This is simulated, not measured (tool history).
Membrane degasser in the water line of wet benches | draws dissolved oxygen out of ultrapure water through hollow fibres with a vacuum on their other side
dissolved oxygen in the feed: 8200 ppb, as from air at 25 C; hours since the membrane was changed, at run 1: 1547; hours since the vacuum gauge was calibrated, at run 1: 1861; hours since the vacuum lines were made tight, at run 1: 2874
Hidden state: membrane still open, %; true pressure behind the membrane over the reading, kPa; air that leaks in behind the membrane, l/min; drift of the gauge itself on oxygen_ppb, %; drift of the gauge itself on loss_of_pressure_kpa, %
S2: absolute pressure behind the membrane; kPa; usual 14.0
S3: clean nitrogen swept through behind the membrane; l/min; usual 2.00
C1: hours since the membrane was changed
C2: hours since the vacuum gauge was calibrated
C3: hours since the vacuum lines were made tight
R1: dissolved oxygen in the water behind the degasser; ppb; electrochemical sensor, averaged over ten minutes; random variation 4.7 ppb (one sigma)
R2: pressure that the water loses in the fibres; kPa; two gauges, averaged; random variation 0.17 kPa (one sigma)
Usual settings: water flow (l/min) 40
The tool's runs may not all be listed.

run 1 day=0.000 | water_flow_(l/min)=40 S2=14.0 S3=2.00 | C1=1547 C2=1861 C3=2874 | R1=556.2 R2=26.36
run 2 day=3.446 | water_flow_(l/min)=40 S2=14.0 S3=2.00 | C1=1629 C2=1944 C3=2957 | R1=544.5 R2=26.15
run 3 day=8.496 | water_flow_(l/min)=62 S2=14.0 S3=2.00 | C1=1751 C2=2065 C3=3078 | R1=864.5 R2=41.37
run 4 day=11.792 | water_flow_(l/min)=40 S2=14.0 S3=2.00 | C1=1830 C2=2144 C3=3157 | R1=550.8 R2=26.31
run 5 day=14.629 | water_flow_(l/min)=40 S2=14.0 S3=2.00 | C1=1898 C2=2212 C3=3225 | R1=550.4 R2=26.12
run 6 day=19.646 | water_flow_(l/min)=40 S2=14.0 S3=2.00 | C1=2018 C2=2333 C3=3346 | R1=562.2 R2=26.10
run 7 day=22.921 | water_flow_(l/min)=40 S2=11.6 S3=2.00 | C1=2097 C2=2411 C3=3424 | R1=459.9 R2=26.66
run 8 day=27.696 | water_flow_(l/min)=40 S2=11.6 S3=2.00 | C1=2212 C2=2526 C3=3539 | R1=469.3 R2=26.52
run 9 day=30.242 | water_flow_(l/min)=40 S2=11.6 S3=1.10 | C1=2273 C2=2587 C3=3600 | R1=673.2 R2=26.30
run 10 day=32.858 | water_flow_(l/min)=55 S2=14.0 S3=2.00 | C1=2335 C2=2650 C3=3663 | R1=768.3 R2=36.22
run 11 day=37.333 | water_flow_(l/min)=50 S2=11.5 S3=1.86 | C1=2443 C2=2757 C3=3770 | R1=611.1 R2=32.98
run 12 day=41.058 | water_flow_(l/min)=29 S2=8.6 S3=2.00 | C1=2532 C2=2847 C3=3859 | R1=228.9 R2=19.11

3 ways to go on from here, each from the tool as it stands after run 12. What would each give?
run A day=45.596 | water_flow_(l/min)=40 S2=14.0 S3=5.79 | C1=2641 C2=2956 C3=3968 | R1=? R2=?
run B day=45.596 | water_flow_(l/min)=45 S2=14.0 S3=2.00 | C1=2641 C2=2956 C3=3968 | R1=? R2=?
run C day=45.596 | water_flow_(l/min)=27 S2=14.0 S3=2.98 | C1=2641 C2=2956 C3=3968 | R1=? R2=?

run=A R1=283.3 R2=26.81
run=B R1=636.6 R2=29.70
run=C R1=273.4 R2=17.74
Without the tool's hidden state the same runs would have given:
run=A R1=273.8 R2=26.29
run=B R1=625.5 R2=29.11
run=C R1=267.8 R2=17.39
